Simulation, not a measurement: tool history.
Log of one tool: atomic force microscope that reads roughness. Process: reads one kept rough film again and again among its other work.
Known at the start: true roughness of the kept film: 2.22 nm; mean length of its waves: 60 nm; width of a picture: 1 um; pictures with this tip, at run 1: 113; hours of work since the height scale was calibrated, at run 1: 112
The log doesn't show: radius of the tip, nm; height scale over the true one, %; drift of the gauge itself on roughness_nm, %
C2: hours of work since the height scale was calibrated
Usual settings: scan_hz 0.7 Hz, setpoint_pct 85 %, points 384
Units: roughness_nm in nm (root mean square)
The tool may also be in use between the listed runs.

Run 1, hour 0: usual settings; pictures with this tip 113; C2 112. Result: roughness_nm 2.017 nm (root mean square).
Run 2, hour 31: usual settings; pictures with this tip 150; C2 128. Result: roughness_nm 2.011 nm (root mean square).
At hour 38.8: new tip fitted.
Run 3, hour 50: usual settings; pictures with this tip 13; C2 138. Result: roughness_nm 2.068 nm (root mean square).
Run 4, hour 77.1: usual settings but setpoint_pct 86 %; pictures with this tip 46; C2 153. Result: roughness_nm 2.04 nm (root mean square).
Run 5, hour 96.5: usual settings but setpoint_pct 60 %; pictures with this tip 69; C2 163. Result: roughness_nm 2.134 nm (root mean square).
Run 6, hour 130.9: usual settings but setpoint_pct 60 %; pictures with this tip 110; C2 181. Result: roughness_nm 2.104 nm (root mean square).
Run 7, hour 154.5: usual settings but scan_hz 0.901 Hz; pictures with this tip 138; C2 194. Result: roughness_nm 1.995 nm (root mean square).
At hour 171.9: new tip fitted.
Run 8, hour 177.4: usual settings but scan_hz 3.059 Hz; pictures with this tip 7; C2 206. Result: roughness_nm 1.761 nm (root mean square).
Run 9, hour 195.9: usual settings but scan_hz 1.839 Hz; pictures with this tip 28; C2 215. Result: roughness_nm 1.908 nm (root mean square).
Run 10, hour 220: usual settings but setpoint_pct 78 %, points 632; pictures with this tip 57; C2 228. Result: roughness_nm 2.084 nm (root mean square).
Run 11, hour 240.4: usual settings but scan_hz 2.507 Hz, setpoint_pct 82 %, points 286; pictures with this tip 82; C2 239. Result: roughness_nm 1.841 nm (root mean square).
Run 12, hour 255.7: usual settings but scan_hz 3.066 Hz, setpoint_pct 79 %, points 301; pictures with this tip 100; C2 247. Result: roughness_nm 1.812 nm (root mean square).
Run 13, hour 276.1: usual settings but setpoint_pct 63 %; pictures with this tip 124; C2 258. Result: roughness_nm 2.092 nm (root mean square).
Run 14, hour 298.8: usual settings but scan_hz 0.566 Hz, setpoint_pct 90 %, points 394; pictures with this tip 151; C2 270. Result: roughness_nm 2.017 nm (root mean square).
At hour 304.9: new tip fitted.
Run 15, hour 328.6: usual settings but scan_hz 0.8 Hz, setpoint_pct 78 %; pictures with this tip 28; C2 286. Result: roughness_nm 2.081 nm (root mean square).
Run 16, hour 343.5: usual settings but scan_hz 0.8 Hz, setpoint_pct 78 %; pictures with this tip 46; C2 294. Result: roughness_nm 2.072 nm (root mean square).
Run 17, hour 372.4: usual settings but scan_hz 0.8 Hz, setpoint_pct 56 %; pictures with this tip 80; C2 309. Result: roughness_nm 2.127 nm (root mean square).

Forecast each of these 4 alternatives for the next run:
Run A, hour 393: usual settings but scan_hz 0.8 Hz, setpoint_pct 56 %, points 942; pictures with this tip 105; C2 320. Result: roughness_nm ?.
Run B, hour 393: usual settings but scan_hz 1.551 Hz, setpoint_pct 83 %, points 401; pictures with this tip 105; C2 320. Result: roughness_nm ?.
Run C, hour 393: usual settings but setpoint_pct 86 %, points 766; pictures with this tip 105; C2 320. Result: roughness_nm ?.
Run D, hour 393: usual settings but scan_hz 0.8 Hz, setpoint_pct 56 %, points 331; pictures with this tip 105; C2 320. Result: roughness_nm ?.

run  roughness_nm
  A          2.12
  B         1.941
  C         2.024
  D         2.113
Without the tool's hidden state the same runs would have given:
run  roughness_nm
  A         2.156
  B         1.974
  C         2.058
  D         2.149
